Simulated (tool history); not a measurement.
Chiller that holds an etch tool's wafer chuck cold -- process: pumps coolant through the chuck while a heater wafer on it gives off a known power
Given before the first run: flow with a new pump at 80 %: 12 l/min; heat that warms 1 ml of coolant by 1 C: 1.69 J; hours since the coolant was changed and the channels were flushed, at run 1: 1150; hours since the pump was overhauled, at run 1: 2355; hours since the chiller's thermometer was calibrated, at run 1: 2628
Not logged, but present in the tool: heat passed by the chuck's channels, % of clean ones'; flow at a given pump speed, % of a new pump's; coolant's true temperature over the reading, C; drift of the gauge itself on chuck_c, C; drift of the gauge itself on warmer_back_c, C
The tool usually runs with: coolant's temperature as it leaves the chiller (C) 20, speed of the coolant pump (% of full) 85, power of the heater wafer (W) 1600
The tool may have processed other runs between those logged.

run   hour  coolant's temperature as it leaves the chiller (C)  speed of the coolant pump (% of full)  power of the heater wafer (W)  hours since the coolant was changed and the channels were flushed  hours since the pump was overhauled  hours since the chiller's thermometer was calibrated  chuck's temperature once it has settled (K)  how much warmer the coolant comes back (C)
  1      0                                                  20                                     85                           1600                                                               1150                                 2355                                                  2628                                       310.15                                        4.55
  2   34.4                                                  20                                     85                           1600                                                               1185                                 2390                                                  2663                                       310.25                                        4.56
  3   60.2                                                  20                                     85                           1600                                                               1210                                 2415                                                  2689                                       310.25                                        4.58
  4   77.9                                                  20                                     85                           1600                                                               1228                                 2433                                                  2706                                       310.15                                        4.54
  5   93.1                                                  20                                     85                           1600                                                               1243                                 2448                                                  2722                                       310.25                                        4.55
  6  119.3                                                  20                                     85                           1600                                                               1270                                 2474                                                  2748                                       309.95                                        4.59
  7    145                                                  20                                     85                           1600                                                               1295                                 2500                                                  2773                                       310.05                                        4.57
  8  161.1                                                  20                                     63                           1600                                                               1311                                 2516                                                  2789                                       314.95                                        6.19
  9  182.5                                                  20                                     85                           2366                                                               1333                                 2538                                                  2811                                       318.05                                        6.78
 10    205                                                  20                                     85                           2366                                                               1355                                 2560                                                  2833                                       318.25                                        6.73
 11  233.6                                                  20                                     85                           2366                                                               1384                                 2589                                                  2862                                       318.15                                        6.78
 12  252.5                                                  20                                     85                           2366                                                               1403                                 2608                                                  2881                                       318.25                                        6.76
 13    280                                                  20                                     85                           2366                                                               1430                                 2635                                                  2908                                       318.25                                        6.74
 14  314.4                                                  20                                     85                           1600                                                               1465                                 2670                                                  2943                                       310.25                                        4.59
     318.2  -- chiller's thermometer calibrated
 15  346.4                                                  20                                     85                           1600                                                               1496                                 2701                                                    28                                       310.35                                        4.56
 16  371.5                                                  20                                     85                           2179                                                               1521                                 2726                                                    53                                       316.35                                        6.23
 17  393.2                                                  15                                     77                           2071                                                               1542                                 2747                                                    75                                       312.25                                        6.54
 18  413.4                                                  15                                     63                           2071                                                               1563                                 2768                                                    95                                       316.65                                        8.02
 19    442                                                  18                                     90                           2232                                                               1591                                 2796                                                   124                                       313.95                                        6.02
     449.7  -- chiller's thermometer calibrated, once more
 20  464.9                                                  20                                     85                            974                                                               1613                                 2818                                                    15                                       303.55                                        2.78
 21  487.2                                                  20                                     85                            974                                                               1635                                 2840                                                    38                                       303.45                                        2.78
 22  520.8                                                  26                                     85                           1151                                                               1669                                 2874                                                    71                                       311.35                                        3.32
 23  540.8                                                  26                                     85                           1151                                                               1689                                 2894                                                    91                                       311.25                                        3.29
 24  571.2                                                  19                                     65                            920                                                               1719                                 2924                                                   122                                       304.45                                        3.43
 25  599.4                                                  10                                     85                           2392                                                               1748                                 2953                                                   150                                       308.25                                        6.86

For run 26, what comes out?
 26  622.3                                                  11                                     92                           1189                                                               1771                                 2976                                                   173                                            ?                                           ?

{"run 26": {"chuck's temperature once it has settled (K)": 295.95, "how much warmer the coolant comes back (C)": 3.16}}
Without the tool's hidden state the same run would have given chuck's temperature once it has settled (K) 295.25, how much warmer the coolant comes back (C) 3.06.

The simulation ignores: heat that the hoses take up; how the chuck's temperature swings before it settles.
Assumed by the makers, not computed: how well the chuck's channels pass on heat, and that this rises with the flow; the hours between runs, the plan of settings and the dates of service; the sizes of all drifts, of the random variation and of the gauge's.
